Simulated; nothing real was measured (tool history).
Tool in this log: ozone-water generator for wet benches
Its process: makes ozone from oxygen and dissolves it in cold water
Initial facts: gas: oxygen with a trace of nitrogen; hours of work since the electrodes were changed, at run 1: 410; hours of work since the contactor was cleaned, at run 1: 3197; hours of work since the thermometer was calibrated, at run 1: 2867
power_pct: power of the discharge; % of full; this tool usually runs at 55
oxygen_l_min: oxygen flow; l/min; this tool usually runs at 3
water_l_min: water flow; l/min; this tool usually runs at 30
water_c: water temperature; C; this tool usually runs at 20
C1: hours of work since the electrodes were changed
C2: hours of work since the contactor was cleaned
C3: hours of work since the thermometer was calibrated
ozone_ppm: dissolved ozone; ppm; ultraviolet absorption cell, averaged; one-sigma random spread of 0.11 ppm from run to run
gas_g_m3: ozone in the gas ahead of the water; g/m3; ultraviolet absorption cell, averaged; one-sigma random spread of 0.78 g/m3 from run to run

{"run": 1, "hour": 0.0, "power_pct": 55, "oxygen_l_min": 3, "water_l_min": 30, "water_c": 20, "C1": 410, "C2": 3197, "C3": 2867, "ozone_ppm": 7.7, "gas_g_m3": 120}
{"run": 2, "hour": 19.3, "power_pct": 55, "oxygen_l_min": 3, "water_l_min": 30, "water_c": 20, "C1": 422, "C2": 3209, "C3": 2879, "ozone_ppm": 7.9, "gas_g_m3": 119.7}
{"run": 3, "hour": 43.8, "power_pct": 55, "oxygen_l_min": 3, "water_l_min": 30, "water_c": 20, "C1": 437, "C2": 3224, "C3": 2894, "ozone_ppm": 8, "gas_g_m3": 121.7}
{"run": 4, "hour": 67.0, "power_pct": 57, "oxygen_l_min": 3, "water_l_min": 30, "water_c": 20, "C1": 451, "C2": 3239, "C3": 2909, "ozone_ppm": 7.9, "gas_g_m3": 124.6}
{"run": 5, "hour": 96.6, "power_pct": 57, "oxygen_l_min": 3, "water_l_min": 30, "water_c": 20, "C1": 470, "C2": 3257, "C3": 2927, "ozone_ppm": 8.1, "gas_g_m3": 122.4}
{"run": 6, "hour": 113.7, "power_pct": 57, "oxygen_l_min": 3, "water_l_min": 30, "water_c": 20, "C1": 480, "C2": 3268, "C3": 2938, "ozone_ppm": 8, "gas_g_m3": 123.3}
{"run": 7, "hour": 137.0, "power_pct": 57, "oxygen_l_min": 3, "water_l_min": 30, "water_c": 20, "C1": 495, "C2": 3282, "C3": 2952, "ozone_ppm": 8, "gas_g_m3": 123.4}
{"run": 8, "hour": 152.5, "power_pct": 57, "oxygen_l_min": 3, "water_l_min": 30, "water_c": 20, "C1": 504, "C2": 3292, "C3": 2962, "ozone_ppm": 7.9, "gas_g_m3": 124.9}
{"run": 9, "hour": 187.6, "power_pct": 71, "oxygen_l_min": 3, "water_l_min": 30, "water_c": 20, "C1": 526, "C2": 3314, "C3": 2984, "ozone_ppm": 9.6, "gas_g_m3": 147.3}
{"run": 10, "hour": 204.6, "power_pct": 55, "oxygen_l_min": 3, "water_l_min": 30, "water_c": 20, "C1": 537, "C2": 3324, "C3": 2994, "ozone_ppm": 7.7, "gas_g_m3": 120.3}
{"run": 11, "hour": 239.1, "power_pct": 55, "oxygen_l_min": 3, "water_l_min": 30, "water_c": 20, "C1": 558, "C2": 3346, "C3": 3016, "ozone_ppm": 7.8, "gas_g_m3": 121.9}
{"run": 12, "hour": 262.0, "power_pct": 55, "oxygen_l_min": 3, "water_l_min": 30, "water_c": 20, "C1": 572, "C2": 3360, "C3": 3030, "ozone_ppm": 7.8, "gas_g_m3": 121.5}
{"run": 13, "hour": 292.7, "power_pct": 55, "oxygen_l_min": 3, "water_l_min": 30, "water_c": 20, "C1": 591, "C2": 3379, "C3": 3049, "ozone_ppm": 7.7, "gas_g_m3": 119.9}
{"hour": 312.9, "done": "contactor cleaned"}
{"run": 14, "hour": 321.4, "power_pct": 55, "oxygen_l_min": 3, "water_l_min": 30, "water_c": 20, "C1": 607, "C2": 5, "C3": 3064, "ozone_ppm": 7.6, "gas_g_m3": 120.7}
{"run": 15, "hour": 342.8, "power_pct": 55, "oxygen_l_min": 3, "water_l_min": 30, "water_c": 20, "C1": 620, "C2": 19, "C3": 3077, "ozone_ppm": 7.6, "gas_g_m3": 120.4}
{"run": 16, "hour": 358.9, "power_pct": 55, "oxygen_l_min": 3, "water_l_min": 30, "water_c": 20, "C1": 630, "C2": 29, "C3": 3087, "ozone_ppm": 7.7, "gas_g_m3": 120.3}
{"run": 17, "hour": 381.9, "power_pct": 55, "oxygen_l_min": 3, "water_l_min": 30, "water_c": 20, "C1": 644, "C2": 43, "C3": 3102, "ozone_ppm": 7.6, "gas_g_m3": 121.2}
{"run": 18, "hour": 419.2, "power_pct": 55, "oxygen_l_min": 1.83, "water_l_min": 30, "water_c": 26, "C1": 667, "C2": 66, "C3": 3125, "ozone_ppm": 6, "gas_g_m3": 146.2}
{"run": 19, "hour": 443.0, "power_pct": 55, "oxygen_l_min": 3.89, "water_l_min": 29, "water_c": 20, "C1": 682, "C2": 81, "C3": 3140, "ozone_ppm": 8.7, "gas_g_m3": 110.1}
{"run": 20, "hour": 479.4, "power_pct": 65, "oxygen_l_min": 3.89, "water_l_min": 29, "water_c": 20, "C1": 705, "C2": 103, "C3": 3162, "ozone_ppm": 9.9, "gas_g_m3": 125.3}
{"run": 21, "hour": 497.8, "power_pct": 65, "oxygen_l_min": 1.54, "water_l_min": 29, "water_c": 19, "C1": 716, "C2": 115, "C3": 3174, "ozone_ppm": 6.8, "gas_g_m3": 179.5}
{"run": 22, "hour": 530.2, "power_pct": 65, "oxygen_l_min": 1.54, "water_l_min": 29, "water_c": 19, "C1": 736, "C2": 135, "C3": 3194, "ozone_ppm": 7, "gas_g_m3": 179}
{"run": 23, "hour": 557.4, "power_pct": 90, "oxygen_l_min": 2.17, "water_l_min": 29, "water_c": 13, "C1": 753, "C2": 152, "C3": 3211, "ozone_ppm": 10.9, "gas_g_m3": 202.4}
{"run": 24, "hour": 574.3, "power_pct": 90, "oxygen_l_min": 2.17, "water_l_min": 29, "water_c": 13, "C1": 763, "C2": 162, "C3": 3221, "ozone_ppm": 10.8, "gas_g_m3": 203.9}
{"run": 25, "hour": 596.2, "power_pct": 88, "oxygen_l_min": 2.17, "water_l_min": 18, "water_c": 21, "C1": 777, "C2": 176, "C3": 3235, "ozone_ppm": 15.3, "gas_g_m3": 198.8}
{"run": 26, "hour": 615.9, "power_pct": 41, "oxygen_l_min": 1.54, "water_l_min": 35, "water_c": 19, "C1": 789, "C2": 188, "C3": 3247, "ozone_ppm": 3.9, "gas_g_m3": 123.7}
{"run": 27, "hour": 632.9, "power_pct": 41, "oxygen_l_min": 1.54, "water_l_min": 35, "water_c": 19, "C1": 800, "C2": 198, "C3": 3257, "ozone_ppm": 4.1, "gas_g_m3": 124.1}
{"run": 28, "hour": 651.3, "power_pct": 55, "oxygen_l_min": 3.64, "water_l_min": 30, "water_c": 19, "C1": 811, "C2": 210, "C3": 3269, "ozone_ppm": 8.4, "gas_g_m3": 111.2}
{"run": 29, "hour": 682.5, "power_pct": 55, "oxygen_l_min": 3.08, "water_l_min": 38, "water_c": 20, "C1": 831, "C2": 229, "C3": 3288, "ozone_ppm": 6.4, "gas_g_m3": 119.5}
{"run": 30, "hour": 704.5, "power_pct": 90, "oxygen_l_min": 3.08, "water_l_min": 38, "water_c": 18, "C1": 844, "C2": 243, "C3": 3302, "ozone_ppm": 9.5, "gas_g_m3": 177.3}
{"run": 31, "hour": 733.8, "power_pct": 69, "oxygen_l_min": 3, "water_l_min": 25, "water_c": 20, "C1": 862, "C2": 261, "C3": 3320, "ozone_ppm": 10.8, "gas_g_m3": 144.9}
{"run": 32, "hour": 757.7, "power_pct": 69, "oxygen_l_min": 3, "water_l_min": 25, "water_c": 20, "C1": 877, "C2": 276, "C3": 3335, "ozone_ppm": 10.8, "gas_g_m3": 145.3}
{"run": 33, "hour": 793.5, "power_pct": 69, "oxygen_l_min": 1.93, "water_l_min": 25, "water_c": 20, "C1": 899, "C2": 298, "C3": 3357, "ozone_ppm": 9.1, "gas_g_m3": 171.2}

Predict each of these 4 candidate next runs independently; none follows another, all start after run 33:
{"run": "A", "hour": 827.9, "power_pct": 55, "oxygen_l_min": 3.25, "water_l_min": 29, "water_c": 20, "C1": 921, "C2": 319, "C3": 3378, "ozone_ppm": "?", "gas_g_m3": "?"}
{"run": "B", "hour": 827.9, "power_pct": 69, "oxygen_l_min": 1.88, "water_l_min": 25, "water_c": 20, "C1": 921, "C2": 319, "C3": 3378, "ozone_ppm": "?", "gas_g_m3": "?"}
{"run": "C", "hour": 827.9, "power_pct": 42, "oxygen_l_min": 2.3, "water_l_min": 30, "water_c": 26, "C1": 921, "C2": 319, "C3": 3378, "ozone_ppm": "?", "gas_g_m3": "?"}
{"run": "D", "hour": 827.9, "power_pct": 43, "oxygen_l_min": 4.5, "water_l_min": 30, "water_c": 25, "C1": 921, "C2": 319, "C3": 3378, "ozone_ppm": "?", "gas_g_m3": "?"}

run=A ozone_ppm=8.2 gas_g_m3=116.8
run=B ozone_ppm=9.1 gas_g_m3=174.1
run=C ozone_ppm=5.6 gas_g_m3=106.5
run=D ozone_ppm=6.8 gas_g_m3=85.1
With the hidden condition removed and each run's random variation left untouched, the same runs would have given:
run=A ozone_ppm=8.2 gas_g_m3=116.8
run=B ozone_ppm=9.2 gas_g_m3=174.1
run=C ozone_ppm=5.6 gas_g_m3=106.5
run=D ozone_ppm=6.8 gas_g_m3=85.1
